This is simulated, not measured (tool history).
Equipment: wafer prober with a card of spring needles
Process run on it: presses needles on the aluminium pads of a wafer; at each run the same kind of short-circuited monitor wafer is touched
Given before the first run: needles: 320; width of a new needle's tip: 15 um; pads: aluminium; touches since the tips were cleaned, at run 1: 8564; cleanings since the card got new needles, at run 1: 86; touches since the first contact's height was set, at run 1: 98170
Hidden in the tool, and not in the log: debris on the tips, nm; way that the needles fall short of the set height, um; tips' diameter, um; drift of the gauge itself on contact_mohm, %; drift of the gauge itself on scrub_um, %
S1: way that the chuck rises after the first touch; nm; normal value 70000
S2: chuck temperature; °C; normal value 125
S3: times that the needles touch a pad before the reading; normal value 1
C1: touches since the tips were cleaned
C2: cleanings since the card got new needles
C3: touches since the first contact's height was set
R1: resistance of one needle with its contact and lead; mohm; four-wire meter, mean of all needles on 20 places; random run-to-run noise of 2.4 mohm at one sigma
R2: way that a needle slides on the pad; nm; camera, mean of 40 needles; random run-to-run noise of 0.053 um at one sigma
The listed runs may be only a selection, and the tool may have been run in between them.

run 1 hour=0 | S1=70000 S2=125 S3=1 | C1=8564 C2=86 C3=98170 | R1=317 R2=14860
-- hour=3.2 tips cleaned on abrasive film
-- hour=15.6 tips cleaned on abrasive film
-- hour=28 tips cleaned on abrasive film
-- hour=40.4 tips cleaned on abrasive film
run 2 hour=43.2 | S1=70000 S2=125 S3=1 | C1=1991 C2=90 C3=129283 | R1=287 R2=14780
-- hour=46.5 height of the first contact set anew
-- hour=55.9 tips cleaned on abrasive film
-- hour=68.3 tips cleaned on abrasive film
-- hour=83.8 tips cleaned on abrasive film
-- hour=97.6 tips cleaned on abrasive film
run 3 hour=97.6 | S1=70000 S2=125 S3=1 | C1=0 C2=94 C3=36870 | R1=280 R2=15020
-- hour=113.1 tips cleaned on abrasive film
-- hour=125.5 tips cleaned on abrasive film
-- hour=137.9 tips cleaned on abrasive film
run 4 hour=145 | S1=75000 S2=125 S3=1 | C1=5192 C2=97 C3=71184 | R1=306 R2=16070
-- hour=151.3 tips cleaned on abrasive film
-- hour=163.7 tips cleaned on abrasive film
-- hour=179.2 tips cleaned on abrasive film
run 5 hour=191 | S1=75000 S2=125 S3=1 | C1=8598 C2=100 C3=104422 | R1=310 R2=15920
-- hour=194.2 tips cleaned on abrasive film
-- hour=206.6 tips cleaned on abrasive film
-- hour=222.1 tips cleaned on abrasive film
-- hour=228.6 height of the first contact set anew
-- hour=234.8 tips cleaned on abrasive film
-- hour=247.2 tips cleaned on abrasive film
run 6 hour=256.9 | S1=70000 S2=125 S3=1 | C1=7023 C2=105 C3=20464 | R1=315 R2=15030
-- hour=260.1 tips cleaned on abrasive film
-- hour=275.6 tips cleaned on abrasive film
-- hour=288 tips cleaned on abrasive film
-- hour=300.4 tips cleaned on abrasive film
-- hour=312.8 tips cleaned on abrasive film
-- hour=326.1 tips cleaned on abrasive film
run 7 hour=326.1 | S1=70000 S2=125 S3=1 | C1=0 C2=111 C3=70413 | R1=280 R2=14840
-- hour=338.5 tips cleaned on abrasive film
-- hour=350.9 tips cleaned on abrasive film
-- hour=366.4 tips cleaned on abrasive film
-- hour=378.8 tips cleaned on abrasive film
run 8 hour=386.9 | S1=70000 S2=125 S3=1 | C1=5886 C2=115 C3=114383 | R1=312 R2=14870
-- hour=393.2 tips cleaned on abrasive film
-- hour=405.6 tips cleaned on abrasive film
-- hour=412.1 height of the first contact set anew
-- hour=421.4 tips cleaned on abrasive film
-- hour=436.9 tips cleaned on abrasive film
-- hour=451.8 tips cleaned on abrasive film
run 9 hour=451.8 | S1=70000 S2=125 S3=1 | C1=0 C2=120 C3=28678 | R1=276 R2=15000
-- hour=464.2 tips cleaned on abrasive film
-- hour=476.6 tips cleaned on abrasive film
run 10 hour=485.5 | S1=88000 S2=125 S3=3 | C1=6480 C2=122 C3=53080 | R1=281 R2=18960
-- hour=491.8 tips cleaned on abrasive film
-- hour=504.2 tips cleaned on abrasive film
-- hour=519.7 tips cleaned on abrasive film
-- hour=535.1 tips cleaned on abrasive film
-- hour=547.8 tips cleaned on abrasive film
run 11 hour=547.8 | S1=88000 S2=27 S3=2 | C1=0 C2=127 C3=98078 | R1=250 R2=18830
-- hour=560.3 tips cleaned on abrasive film
-- hour=575.7 tips cleaned on abrasive film
-- hour=588.2 tips cleaned on abrasive film
-- hour=594.6 height of the first contact set anew
-- hour=603.9 tips cleaned on abrasive film
run 12 hour=613.4 | S1=70000 S2=28 S3=1 | C1=6900 C2=131 C3=13620 | R1=300 R2=15090
-- hour=616.6 tips cleaned on abrasive film
-- hour=629 tips cleaned on abrasive film
-- hour=641.4 tips cleaned on abrasive film
-- hour=653.8 tips cleaned on abrasive film
run 13 hour=656.1 | S1=70000 S2=28 S3=1 | C1=1644 C2=135 C3=44387 | R1=272 R2=15050
-- hour=668.5 tips cleaned on abrasive film
-- hour=680.9 tips cleaned on abrasive film
-- hour=696.4 tips cleaned on abrasive film
-- hour=711.9 tips cleaned on abrasive film
run 14 hour=722.7 | S1=62000 S2=38 S3=1 | C1=7832 C2=139 C3=92543 | R1=314 R2=13150
-- hour=725.9 tips cleaned on abrasive film
-- hour=738.3 tips cleaned on abrasive film
-- hour=753.8 tips cleaned on abrasive film
-- hour=766.2 tips cleaned on abrasive film
-- hour=775.7 height of the first contact set anew
-- hour=778.9 tips cleaned on abrasive film
-- hour=791.3 tips cleaned on abrasive film
run 15 hour=792.6 | S1=81000 S2=45 S3=1 | C1=942 C2=145 C3=12144 | R1=270 R2=17430
-- hour=805 tips cleaned on abrasive film
-- hour=820.5 tips cleaned on abrasive film
-- hour=836 tips cleaned on abrasive film
-- hour=851.5 tips cleaned on abrasive film
run 16 hour=852.9 | S1=53000 S2=30 S3=1 | C1=998 C2=149 C3=55706 | R1=287 R2=11280
-- hour=865.3 tips cleaned on abrasive film
-- hour=877.7 tips cleaned on abrasive film
-- hour=890.1 tips cleaned on abrasive film
run 17 hour=892.2 | S1=58000 S2=34 S3=3 | C1=1559 C2=152 C3=84149 | R1=265 R2=12280
-- hour=904.6 tips cleaned on abrasive film
-- hour=920.1 tips cleaned on abrasive film
run 18 hour=932.3 | S1=58000 S2=34 S3=3 | C1=8870 C2=154 C3=113181 | R1=287 R2=12270

Consider 3 possible next runs. They are alternatives, not a sequence: every one starts from the tool as it was left by run 18. What does each give?
-- hour=935.5 tips cleaned on abrasive film
-- hour=947.9 tips cleaned on abrasive film
-- hour=957.5 height of the first contact set anew
-- hour=960.6 tips cleaned on abrasive film
-- hour=976.1 tips cleaned on abrasive film
-- hour=988.5 tips cleaned on abrasive film
run A hour=990.9 | S1=70000 S2=104 S3=1 | C1=1716 C2=159 C3=24118 | R1=? R2=?
-- hour=935.5 tips cleaned on abrasive film
-- hour=947.9 tips cleaned on abrasive film
-- hour=957.5 height of the first contact set anew
-- hour=960.6 tips cleaned on abrasive film
-- hour=976.1 tips cleaned on abrasive film
-- hour=988.5 tips cleaned on abrasive film
run B hour=990.9 | S1=54000 S2=34 S3=3 | C1=1716 C2=159 C3=24118 | R1=? R2=?
-- hour=935.5 tips cleaned on abrasive film
-- hour=947.9 tips cleaned on abrasive film
-- hour=957.5 height of the first contact set anew
-- hour=960.6 tips cleaned on abrasive film
-- hour=976.1 tips cleaned on abrasive film
-- hour=988.5 tips cleaned on abrasive film
run C hour=990.9 | S1=58000 S2=69 S3=1 | C1=1716 C2=159 C3=24118 | R1=? R2=?

run=A R1=294 R2=15040
run=B R1=271 R2=11520
run=C R1=298 R2=12380
Had the tool no hidden state, the same runs would have come out as:
run=A R1=270 R2=15110
run=B R1=253 R2=11580
run=C R1=263 R2=12450

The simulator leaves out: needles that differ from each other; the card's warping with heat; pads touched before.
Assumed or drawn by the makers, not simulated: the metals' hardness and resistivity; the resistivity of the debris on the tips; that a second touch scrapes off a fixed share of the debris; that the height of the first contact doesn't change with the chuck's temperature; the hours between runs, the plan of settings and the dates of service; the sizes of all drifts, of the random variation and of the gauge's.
